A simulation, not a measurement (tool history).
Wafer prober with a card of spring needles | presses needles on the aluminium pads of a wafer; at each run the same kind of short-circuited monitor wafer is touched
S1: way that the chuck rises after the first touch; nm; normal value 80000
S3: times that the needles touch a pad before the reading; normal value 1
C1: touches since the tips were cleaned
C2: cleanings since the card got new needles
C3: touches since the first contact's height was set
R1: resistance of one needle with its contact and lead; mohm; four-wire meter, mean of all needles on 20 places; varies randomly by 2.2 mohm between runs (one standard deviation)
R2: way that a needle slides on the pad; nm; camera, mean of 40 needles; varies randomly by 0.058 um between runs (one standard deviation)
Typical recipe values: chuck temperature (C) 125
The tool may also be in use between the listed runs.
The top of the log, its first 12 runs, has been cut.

At day 7.867: tips cleaned on abrasive film.
At day 8.338: tips cleaned on abrasive film.
Run 13, day 8.371: usual settings; C1 307; C2 41; C3 200356. Result: R1 267 mohm, R2 18500 nm.
Run 14, day 8.783: usual settings; C1 4165; C2 41; C3 204214. Result: R1 339 mohm, R2 18390 nm.
At day 8.879: tips cleaned on abrasive film.
At day 9.354: tips cleaned on abrasive film.
Run 15, day 9.521: usual settings; C1 1569; C2 43; C3 211037. Result: R1 286 mohm, R2 18420 nm.
At day 9.829: tips cleaned on abrasive film.
At day 10.312: tips cleaned on abrasive film.
Run 16, day 10.408: usual settings but chuck temperature (C) 85; C1 895; C2 45; C3 219232. Result: R1 264 mohm, R2 18360 nm.
At day 10.788: tips cleaned on abrasive film.
Run 17, day 11.150: usual settings but S1 76000 nm, chuck temperature (C) 65, S3 3; C1 3375; C2 46; C3 226130. Result: R1 266 mohm, R2 17420 nm.
At day 11.275: tips cleaned on abrasive film.
At day 11.671: height of the first contact set anew.
At day 11.754: tips cleaned on abrasive film.
Run 18, day 12.021: usual settings but S1 88000 nm, chuck temperature (C) 97; C1 2470; C2 48; C3 3244. Result: R1 287 mohm, R2 21180 nm.
At day 12.233: tips cleaned on abrasive film.
At day 12.742: tips cleaned on abrasive film.
Run 19, day 12.817: usual settings but S1 74000 nm, chuck temperature (C) 52; C1 694; C2 50; C3 10611. Result: R1 265 mohm, R2 17790 nm.
At day 13.229: tips cleaned on abrasive film.
At day 13.758: tips cleaned on abrasive film.
Run 20, day 13.758: usual settings but S3 2; C1 0; C2 52; C3 19336. Result: R1 246 mohm, R2 19100 nm.
At day 14.254: tips cleaned on abrasive film.
Run 21, day 14.358: usual settings but S1 82000 nm, chuck temperature (C) 36; C1 987; C2 53; C3 24906. Result: R1 249 mohm, R2 19540 nm.
At day 14.783: tips cleaned on abrasive film.
Run 22, day 15.038: usual settings but S1 82000 nm, chuck temperature (C) 36; C1 2383; C2 54; C3 31233. Result: R1 290 mohm, R2 19510 nm.
At day 15.275: tips cleaned on abrasive film.
At day 15.788: tips cleaned on abrasive film.
Run 23, day 15.929: usual settings but S1 82000 nm, chuck temperature (C) 36; C1 1327; C2 56; C3 39471. Result: R1 262 mohm, R2 19480 nm.
At day 16.250: tips cleaned on abrasive film.
Run 24, day 16.358: usual settings but S1 76000 nm, chuck temperature (C) 34; C1 998; C2 57; C3 43445. Result: R1 264 mohm, R2 17980 nm.
At day 16.717: tips cleaned on abrasive film.
Run 25, day 16.821: usual settings but S1 81000 nm, S3 3; C1 978; C2 58; C3 47742. Result: R1 247 mohm, R2 19290 nm.
At day 17.179: tips cleaned on abrasive film.
Run 26, day 17.612: usual settings but S1 65000 nm, chuck temperature (C) 51; C1 4055; C2 59; C3 55107. Result: R1 399 mohm, R2 15330 nm.
At day 17.667: tips cleaned on abrasive film.
At day 18.142: tips cleaned on abrasive film.
Run 27, day 18.533: usual settings but S1 67000 nm, chuck temperature (C) 63; C1 3690; C2 61; C3 63639. Result: R1 372 mohm, R2 15800 nm.
At day 18.629: tips cleaned on abrasive film.
Run 28, day 19.025: usual settings but S1 63000 nm, chuck temperature (C) 118, S3 2; C1 3700; C2 62; C3 68192. Result: R1 325 mohm, R2 14800 nm.
At day 19.100: tips cleaned on abrasive film.
At day 19.621: tips cleaned on abrasive film.
Run 29, day 19.833: usual settings but chuck temperature (C) 61; C1 1955; C2 64; C3 75642. Result: R1 294 mohm, R2 18830 nm.
At day 20.088: tips cleaned on abrasive film.
At day 20.562: tips cleaned on abrasive film.
Run 30, day 20.562: usual settings but chuck temperature (C) 61; C1 0; C2 66; C3 82392. Result: R1 232 mohm, R2 18670 nm.
At day 21.071: tips cleaned on abrasive film.
Run 31, day 21.167: usual settings but chuck temperature (C) 36, S3 2; C1 899; C2 67; C3 88012. Result: R1 244 mohm, R2 18830 nm.

What does the tool deliver on the next run?
At day 21.550: tips cleaned on abrasive film.
Run 32, day 21.696: usual settings but chuck temperature (C) 31, S3 2; C1 1345; C2 68; C3 92892. Result: R1 ?, R2 ?.

{"run 32": {"R1": 248, "R2": 18870}}
Take away the tool's hidden state, keep the run-to-run variation as it was, and the same run would have given R1 215 mohm, R2 19250 nm.
